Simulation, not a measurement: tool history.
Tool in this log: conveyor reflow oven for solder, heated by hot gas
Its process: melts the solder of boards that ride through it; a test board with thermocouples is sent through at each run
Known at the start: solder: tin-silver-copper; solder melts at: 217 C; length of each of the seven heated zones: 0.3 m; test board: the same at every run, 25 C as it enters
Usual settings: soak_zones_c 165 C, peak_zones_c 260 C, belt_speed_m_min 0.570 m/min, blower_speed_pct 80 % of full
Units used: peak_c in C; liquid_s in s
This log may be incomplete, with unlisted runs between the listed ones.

run 1 day=0.000 | soak_zones_c=165 peak_zones_c=260 belt_speed_m_min=0.570 blower_speed_pct=80 | peak_c=249.6 liquid_s=44.7
run 2 day=1.004 | soak_zones_c=165 peak_zones_c=260 belt_speed_m_min=0.570 blower_speed_pct=80 | peak_c=249.3 liquid_s=45.0
run 3 day=2.421 | soak_zones_c=165 peak_zones_c=260 belt_speed_m_min=0.570 blower_speed_pct=80 | peak_c=249.0 liquid_s=45.0
run 4 day=3.308 | soak_zones_c=165 peak_zones_c=260 belt_speed_m_min=0.570 blower_speed_pct=80 | peak_c=249.4 liquid_s=44.4
run 5 day=5.025 | soak_zones_c=165 peak_zones_c=260 belt_speed_m_min=0.570 blower_speed_pct=80 | peak_c=249.0 liquid_s=44.5
run 6 day=6.517 | soak_zones_c=165 peak_zones_c=260 belt_speed_m_min=0.570 blower_speed_pct=80 | peak_c=249.3 liquid_s=44.1
run 7 day=8.067 | soak_zones_c=165 peak_zones_c=260 belt_speed_m_min=0.606 blower_speed_pct=80 | peak_c=247.4 liquid_s=40.0
run 8 day=9.508 | soak_zones_c=165 peak_zones_c=260 belt_speed_m_min=0.606 blower_speed_pct=80 | peak_c=247.2 liquid_s=40.6
run 9 day=11.221 | soak_zones_c=165 peak_zones_c=260 belt_speed_m_min=0.606 blower_speed_pct=80 | peak_c=247.4 liquid_s=40.3
run 10 day=11.996 | soak_zones_c=165 peak_zones_c=260 belt_speed_m_min=0.606 blower_speed_pct=80 | peak_c=247.2 liquid_s=39.8
run 11 day=13.475 | soak_zones_c=165 peak_zones_c=260 belt_speed_m_min=0.606 blower_speed_pct=51 | peak_c=239.1 liquid_s=31.8
run 12 day=14.538 | soak_zones_c=165 peak_zones_c=260 belt_speed_m_min=0.570 blower_speed_pct=80 | peak_c=249.2 liquid_s=44.4
run 13 day=15.875 | soak_zones_c=165 peak_zones_c=260 belt_speed_m_min=0.570 blower_speed_pct=80 | peak_c=248.9 liquid_s=43.7
run 14 day=17.146 | soak_zones_c=165 peak_zones_c=260 belt_speed_m_min=0.570 blower_speed_pct=68 | peak_c=246.4 liquid_s=41.6
run 15 day=17.917 | soak_zones_c=165 peak_zones_c=260 belt_speed_m_min=0.570 blower_speed_pct=68 | peak_c=246.5 liquid_s=41.9
run 16 day=19.008 | soak_zones_c=165 peak_zones_c=263 belt_speed_m_min=0.570 blower_speed_pct=80 | peak_c=251.3 liquid_s=46.2
run 17 day=20.821 | soak_zones_c=172 peak_zones_c=253 belt_speed_m_min=0.603 blower_speed_pct=56 | peak_c=236.5 liquid_s=31.8
-- day=21.117 belt drive overhauled, speed set with a stopwatch
run 18 day=22.779 | soak_zones_c=165 peak_zones_c=273 belt_speed_m_min=0.571 blower_speed_pct=59 | peak_c=255.3 liquid_s=46.9
run 19 day=24.604 | soak_zones_c=165 peak_zones_c=274 belt_speed_m_min=0.570 blower_speed_pct=80 | peak_c=261.6 liquid_s=51.6
-- day=25.275 belt drive overhauled, speed set with a stopwatch, once more
-- day=25.696 flux residue cleaned out of gas plates and filters
run 20 day=25.875 | soak_zones_c=165 peak_zones_c=274 belt_speed_m_min=0.570 blower_speed_pct=80 | peak_c=262.4 liquid_s=50.6
run 21 day=27.025 | soak_zones_c=165 peak_zones_c=266 belt_speed_m_min=0.570 blower_speed_pct=80 | peak_c=255.0 liquid_s=47.2
run 22 day=28.646 | soak_zones_c=168 peak_zones_c=260 belt_speed_m_min=0.570 blower_speed_pct=80 | peak_c=249.6 liquid_s=45.7
run 23 day=29.450 | soak_zones_c=168 peak_zones_c=260 belt_speed_m_min=0.570 blower_speed_pct=80 | peak_c=249.7 liquid_s=45.6
-- day=29.979 thermocouples of zones 6 and 7 changed
run 24 day=31.346 | soak_zones_c=163 peak_zones_c=263 belt_speed_m_min=0.638 blower_speed_pct=54 | peak_c=239.8 liquid_s=29.6
run 25 day=32.979 | soak_zones_c=165 peak_zones_c=272 belt_speed_m_min=0.570 blower_speed_pct=80 | peak_c=259.2 liquid_s=49.1
run 26 day=33.917 | soak_zones_c=165 peak_zones_c=272 belt_speed_m_min=0.541 blower_speed_pct=81 | peak_c=260.7 liquid_s=53.3
run 27 day=35.254 | soak_zones_c=165 peak_zones_c=250 belt_speed_m_min=0.660 blower_speed_pct=81 | peak_c=235.3 liquid_s=27.6
run 28 day=36.758 | soak_zones_c=177 peak_zones_c=249 belt_speed_m_min=0.660 blower_speed_pct=81 | peak_c=236.5 liquid_s=32.1
run 29 day=38.021 | soak_zones_c=165 peak_zones_c=249 belt_speed_m_min=0.602 blower_speed_pct=80 | peak_c=236.9 liquid_s=33.2
run 30 day=38.888 | soak_zones_c=165 peak_zones_c=249 belt_speed_m_min=0.594 blower_speed_pct=69 | peak_c=234.7 liquid_s=30.1
run 31 day=40.192 | soak_zones_c=175 peak_zones_c=271 belt_speed_m_min=0.677 blower_speed_pct=69 | peak_c=251.2 liquid_s=38.9
run 32 day=41.571 | soak_zones_c=175 peak_zones_c=271 belt_speed_m_min=0.677 blower_speed_pct=69 | peak_c=251.1 liquid_s=38.8

What would each run have given without the hidden state, its run-to-run variation left as it was?
Unlogged tool condition in this case: heat that the gas passes to the board, % of a clean oven's; belt's true speed, % of the reading; true gas temperature in zones 6 and 7 over the reading, C; drift of the gauge itself on peak_c, C; drift of the gauge itself on liquid_s, %.
run=1 peak_c=248.8 liquid_s=44.1
run=2 peak_c=248.5 liquid_s=44.4
run=3 peak_c=248.3 liquid_s=44.4
run=4 peak_c=248.6 liquid_s=43.8
run=5 peak_c=248.3 liquid_s=43.9
run=6 peak_c=248.6 liquid_s=43.5
run=7 peak_c=246.8 liquid_s=39.6
run=8 peak_c=246.7 liquid_s=40.2
run=9 peak_c=246.9 liquid_s=39.8
run=10 peak_c=246.8 liquid_s=39.4
run=11 peak_c=238.6 liquid_s=31.2
run=12 peak_c=248.8 liquid_s=44.0
run=13 peak_c=248.5 liquid_s=43.4
run=14 peak_c=245.9 liquid_s=41.2
run=15 peak_c=246.1 liquid_s=41.5
run=16 peak_c=251.0 liquid_s=45.8
run=17 peak_c=236.1 liquid_s=31.3
run=18 peak_c=254.9 liquid_s=46.2
run=19 peak_c=261.4 liquid_s=51.1
run=20 peak_c=261.4 liquid_s=50.3
run=21 peak_c=254.0 liquid_s=46.9
run=22 peak_c=248.7 liquid_s=45.3
run=23 peak_c=248.8 liquid_s=45.2
run=24 peak_c=240.0 liquid_s=29.9
run=25 peak_c=259.5 liquid_s=49.3
run=26 peak_c=261.0 liquid_s=53.5
run=27 peak_c=235.8 liquid_s=28.2
run=28 peak_c=236.9 liquid_s=32.6
run=29 peak_c=237.3 liquid_s=33.8
run=30 peak_c=235.1 liquid_s=30.6
run=31 peak_c=251.8 liquid_s=39.3
run=32 peak_c=251.8 liquid_s=39.2
